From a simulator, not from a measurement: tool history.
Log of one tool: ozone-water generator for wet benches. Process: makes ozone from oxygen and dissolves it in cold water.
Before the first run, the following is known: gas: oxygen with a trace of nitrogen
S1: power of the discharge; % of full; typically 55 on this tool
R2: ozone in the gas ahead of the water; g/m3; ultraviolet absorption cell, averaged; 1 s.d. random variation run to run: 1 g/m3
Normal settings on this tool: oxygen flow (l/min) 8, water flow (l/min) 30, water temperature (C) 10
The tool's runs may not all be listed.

run 1 hour=0 | S1=55 oxygen_flow_(l/min)=8 water_flow_(l/min)=30 water_temperature_(C)=10 | dissolved_ozone_(ppm)=21.9 R2=177
run 2 hour=74.6 | S1=55 oxygen_flow_(l/min)=8 water_flow_(l/min)=30 water_temperature_(C)=10 | dissolved_ozone_(ppm)=21.7 R2=175.9
run 3 hour=122 | S1=55 oxygen_flow_(l/min)=8 water_flow_(l/min)=30 water_temperature_(C)=10 | dissolved_ozone_(ppm)=21.5 R2=176.2
-- hour=150.5 contactor cleaned
run 4 hour=227.2 | S1=55 oxygen_flow_(l/min)=8 water_flow_(l/min)=30 water_temperature_(C)=10 | dissolved_ozone_(ppm)=22.6 R2=174.7
run 5 hour=278.1 | S1=55 oxygen_flow_(l/min)=8 water_flow_(l/min)=30 water_temperature_(C)=10 | dissolved_ozone_(ppm)=22.5 R2=174.9
run 6 hour=322.7 | S1=55 oxygen_flow_(l/min)=8 water_flow_(l/min)=30 water_temperature_(C)=10 | dissolved_ozone_(ppm)=22.6 R2=175
run 7 hour=408.5 | S1=55 oxygen_flow_(l/min)=8 water_flow_(l/min)=30 water_temperature_(C)=10 | dissolved_ozone_(ppm)=22.3 R2=174.5
-- hour=452.5 water thermometer calibrated
run 8 hour=510.4 | S1=55 oxygen_flow_(l/min)=8 water_flow_(l/min)=30 water_temperature_(C)=10 | dissolved_ozone_(ppm)=22.7 R2=175.3
run 9 hour=610.8 | S1=55 oxygen_flow_(l/min)=8 water_flow_(l/min)=30 water_temperature_(C)=10 | dissolved_ozone_(ppm)=22.4 R2=173
-- hour=641.2 water thermometer calibrated, once more
run 10 hour=695.4 | S1=55 oxygen_flow_(l/min)=8 water_flow_(l/min)=30 water_temperature_(C)=14 | dissolved_ozone_(ppm)=21.3 R2=172.4
run 11 hour=785.8 | S1=55 oxygen_flow_(l/min)=8 water_flow_(l/min)=30 water_temperature_(C)=14 | dissolved_ozone_(ppm)=21.3 R2=173.6
run 12 hour=870.6 | S1=55 oxygen_flow_(l/min)=8 water_flow_(l/min)=41 water_temperature_(C)=10 | dissolved_ozone_(ppm)=16.9 R2=172.1
run 13 hour=967.3 | S1=55 oxygen_flow_(l/min)=8 water_flow_(l/min)=41 water_temperature_(C)=10 | dissolved_ozone_(ppm)=16.9 R2=172.3
run 14 hour=1017.1 | S1=55 oxygen_flow_(l/min)=8 water_flow_(l/min)=30 water_temperature_(C)=10 | dissolved_ozone_(ppm)=22.2 R2=172.9
run 15 hour=1078 | S1=55 oxygen_flow_(l/min)=8 water_flow_(l/min)=30 water_temperature_(C)=10 | dissolved_ozone_(ppm)=22.1 R2=175.2
run 16 hour=1181.2 | S1=55 oxygen_flow_(l/min)=8 water_flow_(l/min)=30 water_temperature_(C)=10 | dissolved_ozone_(ppm)=22.1 R2=174.8
run 17 hour=1242.7 | S1=84 oxygen_flow_(l/min)=8 water_flow_(l/min)=30 water_temperature_(C)=10 | dissolved_ozone_(ppm)=31 R2=238.6
run 18 hour=1339.4 | S1=52 oxygen_flow_(l/min)=8 water_flow_(l/min)=30 water_temperature_(C)=10 | dissolved_ozone_(ppm)=21.1 R2=164.7
run 19 hour=1430.3 | S1=52 oxygen_flow_(l/min)=8 water_flow_(l/min)=30 water_temperature_(C)=10 | dissolved_ozone_(ppm)=21.1 R2=163
run 20 hour=1537.7 | S1=52 oxygen_flow_(l/min)=8 water_flow_(l/min)=30 water_temperature_(C)=10 | dissolved_ozone_(ppm)=21.1 R2=162.9
run 21 hour=1625.1 | S1=55 oxygen_flow_(l/min)=13.69 water_flow_(l/min)=27 water_temperature_(C)=6 | dissolved_ozone_(ppm)=28.2 R2=143.3
run 22 hour=1695.6 | S1=55 oxygen_flow_(l/min)=8 water_flow_(l/min)=28 water_temperature_(C)=10 | dissolved_ozone_(ppm)=23.2 R2=170.5
run 23 hour=1767.1 | S1=55 oxygen_flow_(l/min)=8 water_flow_(l/min)=28 water_temperature_(C)=10 | dissolved_ozone_(ppm)=22.9 R2=170
run 24 hour=1854.1 | S1=44 oxygen_flow_(l/min)=4.82 water_flow_(l/min)=30 water_temperature_(C)=10 | dissolved_ozone_(ppm)=15.5 R2=171.4
run 25 hour=1951.6 | S1=44 oxygen_flow_(l/min)=4.82 water_flow_(l/min)=30 water_temperature_(C)=10 | dissolved_ozone_(ppm)=15.6 R2=168.8
run 26 hour=2042 | S1=50 oxygen_flow_(l/min)=8 water_flow_(l/min)=32 water_temperature_(C)=10 | dissolved_ozone_(ppm)=19.2 R2=156.1
run 27 hour=2086.8 | S1=55 oxygen_flow_(l/min)=8 water_flow_(l/min)=30 water_temperature_(C)=7 | dissolved_ozone_(ppm)=22.5 R2=167.9
run 28 hour=2192.3 | S1=55 oxygen_flow_(l/min)=8 water_flow_(l/min)=30 water_temperature_(C)=7 | dissolved_ozone_(ppm)=22.5 R2=170.5
run 29 hour=2285 | S1=68 oxygen_flow_(l/min)=5.95 water_flow_(l/min)=30 water_temperature_(C)=14 | dissolved_ozone_(ppm)=22.1 R2=220.7

What if the next run were any one of these 3? Each begins from the tool's condition after run 29:
run A hour=2358.6 | S1=55 oxygen_flow_(l/min)=8 water_flow_(l/min)=24 water_temperature_(C)=13 | dissolved_ozone_(ppm)=? R2=?
run B hour=2358.6 | S1=55 oxygen_flow_(l/min)=12.04 water_flow_(l/min)=30 water_temperature_(C)=10 | dissolved_ozone_(ppm)=? R2=?
run C hour=2358.6 | S1=68 oxygen_flow_(l/min)=11.12 water_flow_(l/min)=30 water_temperature_(C)=15 | dissolved_ozone_(ppm)=? R2=?

run=A dissolved_ozone_(ppm)=24.6 R2=171.6
run=B dissolved_ozone_(ppm)=23.3 R2=148.9
run=C dissolved_ozone_(ppm)=25.4 R2=179
Take away the tool's hidden state, keep each run's random variation, and the runs would have read:
run=A dissolved_ozone_(ppm)=26.9 R2=182.6
run=B dissolved_ozone_(ppm)=25.6 R2=158.6
run=C dissolved_ozone_(ppm)=28.2 R2=193.1
